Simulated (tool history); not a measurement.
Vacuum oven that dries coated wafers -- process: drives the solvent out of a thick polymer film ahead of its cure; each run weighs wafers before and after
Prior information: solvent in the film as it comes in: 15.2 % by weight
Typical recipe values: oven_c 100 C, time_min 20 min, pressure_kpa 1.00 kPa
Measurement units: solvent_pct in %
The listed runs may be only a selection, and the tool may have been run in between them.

run    hour  oven_c  time_min  pressure_kpa  solvent_pct
  1     0.0     100        20          1.00         4.32
  2    50.2     100        20          1.00         4.41
  3    77.0     100        20          1.00         4.38
  4   119.3     100        20          1.00         4.30
  5   157.9     100        20          1.00         4.34
  6   206.5     100        20          1.00         4.35
  7   258.9     100        20          0.92         4.32
  8   312.4     100        20          1.62         4.91
  9   350.1      94        20          1.00         5.84
 10   384.5      94        20          1.00         5.73
 11   421.0      94        20          1.00         5.79
 12   467.9      94        20          1.00         5.91
 13   495.5      94        11          1.00         8.24
 14   530.9     100        20          3.07         6.23
 15   562.1     100        20          1.00         4.34
 16   586.0     100        20          1.00         4.49
 17   610.2     100        20          1.00         4.50
 18   642.9     100        20          1.00         4.35
 19   695.5     100        20          1.29         4.72
 20   718.0     100        20          1.29         4.81
 21   746.2     100        20          1.29         4.66
 22   769.1     100        20          1.45         4.75
 23   800.5     100        20          0.84         4.36
 24   839.6      87        24          0.69         6.55
 25   879.4     109        11          0.69         4.81
 26   915.4     109        11          0.69         4.76
 27   957.2     109        11          1.11         5.04
 28   985.1     109        11          1.11         4.85
 29  1014.0     100        18          1.73         5.54
 30  1041.5     105        15          1.02         4.49
 31  1096.4     100        21          1.76         4.85
 32  1125.2     100        21          1.76         4.99
 33  1151.2     106        20          1.00         3.18
 34  1206.1     100        13          3.57         8.03
 35  1239.1     100        13          3.57         8.09
 36  1277.7     111        13          0.53         3.60
 37  1332.0     111        13          0.53         3.53
 38  1371.5     111        16          1.43         3.29
 39  1398.7     111        16          0.60         2.85
 40  1425.2      96        20          2.01         6.30
 41  1480.4      96        20          2.01         6.29
 42  1507.0     100        12          3.75         8.43
 43  1552.4     100        12          3.75         8.52
 44  1596.0     100        13          3.75         8.02
 45  1645.6     100        13          3.75         8.19

Here are 5 independent what-if runs from the current tool condition. What would each one return?
  A  1679.1      94        36          0.99            ?
  B  1679.1     100        20          2.41            ?
  C  1679.1     100        10          1.00            ?
  D  1679.1     100        13          1.11            ?
  E  1679.1      91        15          0.52            ?

run  solvent_pct
  A         3.86
  B         5.70
  C         7.26
  D         6.30
  E         7.38
Stripped of hidden state, with their random variation kept, the same runs would have yielded:
run  solvent_pct
  A         3.52
  B         5.58
  C         7.21
  D         6.22
  E         7.21

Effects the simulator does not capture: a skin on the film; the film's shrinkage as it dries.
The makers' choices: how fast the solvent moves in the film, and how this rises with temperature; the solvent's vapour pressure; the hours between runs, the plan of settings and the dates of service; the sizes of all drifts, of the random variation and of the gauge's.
